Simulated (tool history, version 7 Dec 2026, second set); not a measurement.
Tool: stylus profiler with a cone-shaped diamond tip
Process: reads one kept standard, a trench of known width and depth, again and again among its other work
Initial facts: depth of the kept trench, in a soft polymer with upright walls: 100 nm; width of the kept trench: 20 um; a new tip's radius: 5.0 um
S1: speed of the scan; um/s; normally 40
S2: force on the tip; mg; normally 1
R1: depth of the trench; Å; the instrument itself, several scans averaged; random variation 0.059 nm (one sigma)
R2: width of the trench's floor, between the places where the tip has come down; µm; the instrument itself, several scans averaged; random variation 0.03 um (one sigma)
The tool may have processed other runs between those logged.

run 1 hour=0 | S1=40 S2=1 | R1=1004.5 R2=17.51
run 2 hour=63.2 | S1=40 S2=1 | R1=1005.9 R2=17.43
run 3 hour=117.6 | S1=40 S2=1 | R1=1006 R2=17.43
run 4 hour=170.9 | S1=40 S2=1 | R1=1006.6 R2=17.38
run 5 hour=227.2 | S1=25 S2=1 | R1=1006.5 R2=17.43
run 6 hour=288.1 | S1=13 S2=1 | R1=1006.4 R2=17.51
run 7 hour=346 | S1=13 S2=1 | R1=1006.6 R2=17.44
run 8 hour=385.9 | S1=13 S2=1 | R1=1006.5 R2=17.34
run 9 hour=448.1 | S1=13 S2=1 | R1=1007.2 R2=17.35
run 10 hour=517.3 | S1=13 S2=1 | R1=1006.9 R2=17.32
run 11 hour=586.8 | S1=13 S2=1 | R1=1006.5 R2=17.23
run 12 hour=627.9 | S1=13 S2=1 | R1=1007.4 R2=17.22
run 13 hour=663.7 | S1=13 S2=1 | R1=1006.6 R2=17.18
run 14 hour=709.3 | S1=40 S2=1.29 | R1=1008 R2=16.99
run 15 hour=743.5 | S1=45 S2=2.33 | R1=1011.6 R2=16.93
run 16 hour=777 | S1=45 S2=2.33 | R1=1010.2 R2=17.02
run 17 hour=819.8 | S1=45 S2=1.55 | R1=1009.3 R2=16.92
run 18 hour=868.7 | S1=45 S2=1.55 | R1=1009.4 R2=16.9
run 19 hour=905.1 | S1=45 S2=1.55 | R1=1008.3 R2=16.86
run 20 hour=965.1 | S1=92 S2=2.77 | R1=1012.2 R2=16.71
run 21 hour=1005.7 | S1=40 S2=1.58 | R1=1009.8 R2=16.88
run 22 hour=1066.9 | S1=107 S2=2.3 | R1=1012.1 R2=16.61
run 23 hour=1133.7 | S1=107 S2=2.3 | R1=1011 R2=16.45
run 24 hour=1163.6 | S1=107 S2=2.3 | R1=1012.6 R2=16.55
run 25 hour=1220.4 | S1=40 S2=0.98 | R1=1009.3 R2=16.63
run 26 hour=1283 | S1=40 S2=0.98 | R1=1007.6 R2=16.61
run 27 hour=1340.1 | S1=28 S2=0.62 | R1=1008.5 R2=16.56
run 28 hour=1371.8 | S1=36 S2=0.36 | R1=1007.1 R2=16.46

Pick out some run-to-run changes in R1. Of each, how much would a tool without hidden state show as well, from the settings, what came in and chance, and how much is left for the hidden state and any gauge scatter not in both results compared?
Unlogged tool condition in this case: radius of the tip, um; height scale over the true one, %; drift of the gauge itself on depth_nm, %; drift of the gauge itself on floor_um, %.
Run 3 -> 4: no setting changed, nothing entered. R1 +0.6 Å: hidden state +0.3, all else +0.3.
Run 14 -> 15: S1 40 -> 45, S2 1.29 -> 2.33. R1 +3.6 Å: hidden state +0, all else +3.6.
Run 19 -> 20: S1 45 -> 92, S2 1.55 -> 2.77. R1 +3.9 Å: hidden state +0.2, all else +3.7.
Run 21 -> 22: S1 40 -> 107, S2 1.58 -> 2.3. R1 +2.3 Å: hidden state +0.3, all else +2.
